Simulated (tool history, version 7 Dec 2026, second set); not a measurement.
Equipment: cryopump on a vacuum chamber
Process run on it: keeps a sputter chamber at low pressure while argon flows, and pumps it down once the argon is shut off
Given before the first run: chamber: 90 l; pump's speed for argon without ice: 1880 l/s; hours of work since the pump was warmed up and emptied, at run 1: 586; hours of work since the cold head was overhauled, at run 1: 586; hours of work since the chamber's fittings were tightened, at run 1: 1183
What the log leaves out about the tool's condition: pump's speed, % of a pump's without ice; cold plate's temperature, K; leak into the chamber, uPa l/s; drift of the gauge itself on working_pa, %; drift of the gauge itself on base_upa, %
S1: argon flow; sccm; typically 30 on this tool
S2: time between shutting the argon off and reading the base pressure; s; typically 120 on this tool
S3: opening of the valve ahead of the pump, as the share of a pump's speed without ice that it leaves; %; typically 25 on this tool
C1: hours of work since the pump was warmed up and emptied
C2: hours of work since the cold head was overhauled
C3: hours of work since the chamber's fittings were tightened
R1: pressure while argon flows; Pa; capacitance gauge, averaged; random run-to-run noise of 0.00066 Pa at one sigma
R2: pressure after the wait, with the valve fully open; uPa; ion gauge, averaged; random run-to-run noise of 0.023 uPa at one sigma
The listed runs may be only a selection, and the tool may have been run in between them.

{"run": 1, "hour": 0.0, "S1": 30, "S2": 120, "S3": 25, "C1": 586, "C2": 586, "C3": 1183, "R1": 0.1149, "R2": 1.41}
{"run": 2, "hour": 35.8, "S1": 30, "S2": 120, "S3": 25, "C1": 617, "C2": 617, "C3": 1215, "R1": 0.1153, "R2": 1.35}
{"run": 3, "hour": 77.6, "S1": 30, "S2": 152, "S3": 25, "C1": 654, "C2": 654, "C3": 1252, "R1": 0.1145, "R2": 1.29}
{"run": 4, "hour": 129.7, "S1": 30, "S2": 152, "S3": 25, "C1": 700, "C2": 700, "C3": 1297, "R1": 0.1156, "R2": 1.28}
{"run": 5, "hour": 182.9, "S1": 30, "S2": 152, "S3": 25, "C1": 746, "C2": 746, "C3": 1344, "R1": 0.1165, "R2": 1.31}
{"run": 6, "hour": 237.0, "S1": 30, "S2": 152, "S3": 25, "C1": 794, "C2": 794, "C3": 1392, "R1": 0.1169, "R2": 1.34}
{"run": 7, "hour": 286.4, "S1": 14, "S2": 120, "S3": 25, "C1": 837, "C2": 837, "C3": 1435, "R1": 0.0542, "R2": 1.52}
{"hour": 292.3, "done": "leaking fittings of the chamber tightened, without venting"}
{"run": 8, "hour": 338.9, "S1": 30, "S2": 22, "S3": 25, "C1": 882, "C2": 882, "C3": 41, "R1": 0.1168, "R2": 3.79}
{"run": 9, "hour": 364.1, "S1": 33, "S2": 120, "S3": 25, "C1": 904, "C2": 904, "C3": 63, "R1": 0.129, "R2": 0.92}
{"run": 10, "hour": 415.3, "S1": 33, "S2": 120, "S3": 25, "C1": 949, "C2": 949, "C3": 108, "R1": 0.1305, "R2": 0.97}
{"run": 11, "hour": 453.2, "S1": 33, "S2": 120, "S3": 25, "C1": 982, "C2": 982, "C3": 141, "R1": 0.1312, "R2": 0.96}
{"run": 12, "hour": 493.8, "S1": 30, "S2": 120, "S3": 25, "C1": 1018, "C2": 1018, "C3": 177, "R1": 0.1193, "R2": 0.98}
{"run": 13, "hour": 530.9, "S1": 30, "S2": 120, "S3": 25, "C1": 1050, "C2": 1050, "C3": 210, "R1": 0.1221, "R2": 0.91}
{"run": 14, "hour": 581.8, "S1": 30, "S2": 120, "S3": 25, "C1": 1095, "C2": 1095, "C3": 254, "R1": 0.1208, "R2": 1.01}
{"run": 15, "hour": 621.1, "S1": 30, "S2": 123, "S3": 25, "C1": 1130, "C2": 1130, "C3": 289, "R1": 0.1215, "R2": 1.03}
{"hour": 645.7, "done": "pump warmed up, emptied and cooled again"}
{"run": 16, "hour": 665.3, "S1": 12, "S2": 120, "S3": 25, "C1": 17, "C2": 1164, "C3": 323, "R1": 0.0439, "R2": 0.91}
{"run": 17, "hour": 692.4, "S1": 12, "S2": 120, "S3": 25, "C1": 41, "C2": 1188, "C3": 347, "R1": 0.0432, "R2": 0.95}
{"run": 18, "hour": 736.4, "S1": 56, "S2": 22, "S3": 56, "C1": 80, "C2": 1226, "C3": 386, "R1": 0.0917, "R2": 3.85}
{"run": 19, "hour": 779.9, "S1": 56, "S2": 22, "S3": 56, "C1": 118, "C2": 1265, "C3": 424, "R1": 0.0926, "R2": 3.9}
{"run": 20, "hour": 830.9, "S1": 56, "S2": 23, "S3": 26, "C1": 163, "C2": 1309, "C3": 469, "R1": 0.1963, "R2": 3.72}
{"run": 21, "hour": 877.1, "S1": 56, "S2": 23, "S3": 26, "C1": 203, "C2": 1350, "C3": 509, "R1": 0.1977, "R2": 3.63}
{"run": 22, "hour": 926.9, "S1": 56, "S2": 23, "S3": 26, "C1": 247, "C2": 1394, "C3": 553, "R1": 0.1985, "R2": 3.7}
{"run": 23, "hour": 954.0, "S1": 40, "S2": 115, "S3": 39, "C1": 271, "C2": 1418, "C3": 577, "R1": 0.095, "R2": 1.06}
{"run": 24, "hour": 982.4, "S1": 40, "S2": 115, "S3": 39, "C1": 296, "C2": 1442, "C3": 602, "R1": 0.097, "R2": 1.1}
{"run": 25, "hour": 1022.9, "S1": 15, "S2": 115, "S3": 58, "C1": 331, "C2": 1478, "C3": 637, "R1": 0.0253, "R2": 1.15}
{"run": 26, "hour": 1070.8, "S1": 15, "S2": 22, "S3": 49, "C1": 373, "C2": 1520, "C3": 679, "R1": 0.0297, "R2": 4.17}
{"run": 27, "hour": 1103.3, "S1": 15, "S2": 252, "S3": 28, "C1": 402, "C2": 1549, "C3": 708, "R1": 0.0509, "R2": 0.82}
{"run": 28, "hour": 1147.4, "S1": 15, "S2": 252, "S3": 28, "C1": 441, "C2": 1587, "C3": 747, "R1": 0.0508, "R2": 0.78}
{"run": 29, "hour": 1175.6, "S1": 18, "S2": 89, "S3": 37, "C1": 465, "C2": 1612, "C3": 771, "R1": 0.0465, "R2": 1.38}
{"run": 30, "hour": 1220.8, "S1": 22, "S2": 215, "S3": 31, "C1": 505, "C2": 1652, "C3": 811, "R1": 0.0675, "R2": 0.9}
{"run": 31, "hour": 1257.5, "S1": 22, "S2": 215, "S3": 56, "C1": 537, "C2": 1684, "C3": 843, "R1": 0.0385, "R2": 0.88}
{"run": 32, "hour": 1306.1, "S1": 40, "S2": 209, "S3": 28, "C1": 580, "C2": 1727, "C3": 886, "R1": 0.1374, "R2": 0.95}
{"run": 33, "hour": 1354.0, "S1": 40, "S2": 209, "S3": 28, "C1": 622, "C2": 1769, "C3": 928, "R1": 0.1376, "R2": 0.97}

Results for each run, recomputed without the tool's hidden state and with each run's random variation untouched:
run=1 R1=0.1087 R2=0.85
run=2 R1=0.1087 R2=0.79
run=3 R1=0.1076 R2=0.68
run=4 R1=0.1081 R2=0.66
run=5 R1=0.1083 R2=0.65
run=6 R1=0.1081 R2=0.65
run=7 R1=0.0498 R2=0.79
run=8 R1=0.1069 R2=3.69
run=9 R1=0.1178 R2=0.81
run=10 R1=0.1186 R2=0.84
run=11 R1=0.1188 R2=0.81
run=12 R1=0.1075 R2=0.8
run=13 R1=0.1097 R2=0.72
run=14 R1=0.1078 R2=0.79
run=15 R1=0.1077 R2=0.78
run=16 R1=0.0436 R2=0.78
run=17 R1=0.0428 R2=0.81
run=18 R1=0.0894 R2=3.69
run=19 R1=0.0897 R2=3.72
run=20 R1=0.1927 R2=3.53
run=21 R1=0.1934 R2=3.43
run=22 R1=0.1935 R2=3.47
run=23 R1=0.0911 R2=0.82
run=24 R1=0.0928 R2=0.84
run=25 R1=0.0236 R2=0.87
run=26 R1=0.0278 R2=3.86
run=27 R1=0.0488 R2=0.5
run=28 R1=0.0484 R2=0.45
run=29 R1=0.0435 R2=1.03
run=30 R1=0.0636 R2=0.53
run=31 R1=0.0344 R2=0.49
run=32 R1=0.1293 R2=0.54
run=33 R1=0.1288 R2=0.53
